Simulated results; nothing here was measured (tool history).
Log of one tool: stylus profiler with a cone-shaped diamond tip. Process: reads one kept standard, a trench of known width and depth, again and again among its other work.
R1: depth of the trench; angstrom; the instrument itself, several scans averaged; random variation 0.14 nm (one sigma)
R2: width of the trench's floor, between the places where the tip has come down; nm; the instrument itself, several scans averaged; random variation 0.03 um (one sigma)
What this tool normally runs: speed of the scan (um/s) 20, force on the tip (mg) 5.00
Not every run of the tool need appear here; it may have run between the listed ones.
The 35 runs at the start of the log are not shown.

{"run": 36, "hour": 514.0, "speed of the scan (um/s)": 7, "force on the tip (mg)": 5.0, "R1": 5141.3, "R2": 15600}
{"run": 37, "hour": 525.7, "speed of the scan (um/s)": 8, "force on the tip (mg)": 2.7, "R1": 5091.5, "R2": 15630}
{"run": 38, "hour": 542.9, "speed of the scan (um/s)": 33, "force on the tip (mg)": 3.58, "R1": 5111.4, "R2": 15430}
{"run": 39, "hour": 563.2, "speed of the scan (um/s)": 21, "force on the tip (mg)": 13.35, "R1": 5271.9, "R2": 15630}
{"run": 40, "hour": 575.7, "speed of the scan (um/s)": 33, "force on the tip (mg)": 7.37, "R1": 5181.1, "R2": 15480}
{"run": 41, "hour": 590.4, "speed of the scan (um/s)": 33, "force on the tip (mg)": 7.37, "R1": 5181.6, "R2": 15550}
{"run": 42, "hour": 601.2, "speed of the scan (um/s)": 20, "force on the tip (mg)": 1.97, "R1": 5079.6, "R2": 15510}
{"run": 43, "hour": 617.2, "speed of the scan (um/s)": 35, "force on the tip (mg)": 1.89, "R1": 5073.1, "R2": 15400}
{"run": 44, "hour": 631.4, "speed of the scan (um/s)": 46, "force on the tip (mg)": 8.33, "R1": 5196.8, "R2": 15500}
{"run": 45, "hour": 642.5, "speed of the scan (um/s)": 20, "force on the tip (mg)": 4.17, "R1": 5125.4, "R2": 15550}
{"run": 46, "hour": 652.8, "speed of the scan (um/s)": 8, "force on the tip (mg)": 11.3, "R1": 5240.3, "R2": 15630}

5 ways to go on from here, each from the tool as it stands after run 46. What would each give?
{"run": "A", "hour": 665.5, "speed of the scan (um/s)": 20, "force on the tip (mg)": 7.49, "R1": "?", "R2": "?"}
{"run": "B", "hour": 665.5, "speed of the scan (um/s)": 33, "force on the tip (mg)": 13.43, "R1": "?", "R2": "?"}
{"run": "C", "hour": 665.5, "speed of the scan (um/s)": 76, "force on the tip (mg)": 10.31, "R1": "?", "R2": "?"}
{"run": "D", "hour": 665.5, "speed of the scan (um/s)": 8, "force on the tip (mg)": 8.63, "R1": "?", "R2": "?"}
{"run": "E", "hour": 665.5, "speed of the scan (um/s)": 6, "force on the tip (mg)": 2.68, "R1": "?", "R2": "?"}

run=A R1=5183.3 R2=15570
run=B R1=5275.4 R2=15560
run=C R1=5228.8 R2=15440
run=D R1=5203.0 R2=15600
run=E R1=5091.2 R2=15580
With no hidden state in the tool, these same runs would have given:
run=A R1=5183.4 R2=15580
run=B R1=5275.5 R2=15560
run=C R1=5228.9 R2=15450
run=D R1=5203.1 R2=15600
run=E R1=5091.3 R2=15590
